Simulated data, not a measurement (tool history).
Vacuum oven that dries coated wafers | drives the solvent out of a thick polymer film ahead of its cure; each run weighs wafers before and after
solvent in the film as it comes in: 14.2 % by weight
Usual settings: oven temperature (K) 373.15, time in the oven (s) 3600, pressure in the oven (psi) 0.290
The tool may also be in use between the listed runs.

{"run": 1, "hour": 0.0, "oven temperature (K)": 373.15, "time in the oven (s)": 3600, "pressure in the oven (psi)": 0.29, "solvent left in the film (%)": 1.8}
{"run": 2, "hour": 95.5, "oven temperature (K)": 373.15, "time in the oven (s)": 3600, "pressure in the oven (psi)": 0.29, "solvent left in the film (%)": 1.83}
{"run": 3, "hour": 139.7, "oven temperature (K)": 373.15, "time in the oven (s)": 3600, "pressure in the oven (psi)": 0.29, "solvent left in the film (%)": 1.78}
{"run": 4, "hour": 240.9, "oven temperature (K)": 373.15, "time in the oven (s)": 2400, "pressure in the oven (psi)": 0.29, "solvent left in the film (%)": 2.95}
{"run": 5, "hour": 329.2, "oven temperature (K)": 373.15, "time in the oven (s)": 2400, "pressure in the oven (psi)": 0.29, "solvent left in the film (%)": 2.94}
{"run": 6, "hour": 398.6, "oven temperature (K)": 373.15, "time in the oven (s)": 2400, "pressure in the oven (psi)": 0.29, "solvent left in the film (%)": 2.89}
{"run": 7, "hour": 462.5, "oven temperature (K)": 373.15, "time in the oven (s)": 3600, "pressure in the oven (psi)": 0.29, "solvent left in the film (%)": 1.82}
{"run": 8, "hour": 533.1, "oven temperature (K)": 373.15, "time in the oven (s)": 3600, "pressure in the oven (psi)": 0.29, "solvent left in the film (%)": 1.8}
{"run": 9, "hour": 623.5, "oven temperature (K)": 370.15, "time in the oven (s)": 3600, "pressure in the oven (psi)": 0.278, "solvent left in the film (%)": 2.2}
{"hour": 634.7, "done": "vacuum gauge cleaned of residue and calibrated"}
{"run": 10, "hour": 710.0, "oven temperature (K)": 387.15, "time in the oven (s)": 4020, "pressure in the oven (psi)": 0.158, "solvent left in the film (%)": 0.37}
{"run": 11, "hour": 755.9, "oven temperature (K)": 361.15, "time in the oven (s)": 4020, "pressure in the oven (psi)": 0.158, "solvent left in the film (%)": 3.33}
{"hour": 800.0, "done": "vacuum gauge cleaned of residue and calibrated, once more"}
{"run": 12, "hour": 800.5, "oven temperature (K)": 361.15, "time in the oven (s)": 4020, "pressure in the oven (psi)": 0.158, "solvent left in the film (%)": 3.15}
{"run": 13, "hour": 888.7, "oven temperature (K)": 361.15, "time in the oven (s)": 4020, "pressure in the oven (psi)": 0.158, "solvent left in the film (%)": 3.16}
{"run": 14, "hour": 940.4, "oven temperature (K)": 361.15, "time in the oven (s)": 4020, "pressure in the oven (psi)": 0.158, "solvent left in the film (%)": 3.18}

Forecast each of these 5 alternatives for the next run:
{"run": "A", "hour": 993.2, "oven temperature (K)": 371.15, "time in the oven (s)": 3600, "pressure in the oven (psi)": 0.234, "solvent left in the film (%)": "?"}
{"run": "B", "hour": 993.2, "oven temperature (K)": 373.15, "time in the oven (s)": 3600, "pressure in the oven (psi)": 0.146, "solvent left in the film (%)": "?"}
{"run": "C", "hour": 993.2, "oven temperature (K)": 363.15, "time in the oven (s)": 4020, "pressure in the oven (psi)": 0.158, "solvent left in the film (%)": "?"}
{"run": "D", "hour": 993.2, "oven temperature (K)": 384.15, "time in the oven (s)": 4860, "pressure in the oven (psi)": 0.352, "solvent left in the film (%)": "?"}
{"run": "E", "hour": 993.2, "oven temperature (K)": 380.15, "time in the oven (s)": 4020, "pressure in the oven (psi)": 0.158, "solvent left in the film (%)": "?"}

run=A solvent_left_in_the_film_(%)=1.84
run=B solvent_left_in_the_film_(%)=1.29
run=C solvent_left_in_the_film_(%)=2.75
run=D solvent_left_in_the_film_(%)=0.71
run=E solvent_left_in_the_film_(%)=0.60
Without the tool's hidden state the same runs would have given:
run=A solvent_left_in_the_film_(%)=2.00
run=B solvent_left_in_the_film_(%)=1.42
run=C solvent_left_in_the_film_(%)=2.96
run=D solvent_left_in_the_film_(%)=0.74
run=E solvent_left_in_the_film_(%)=0.65
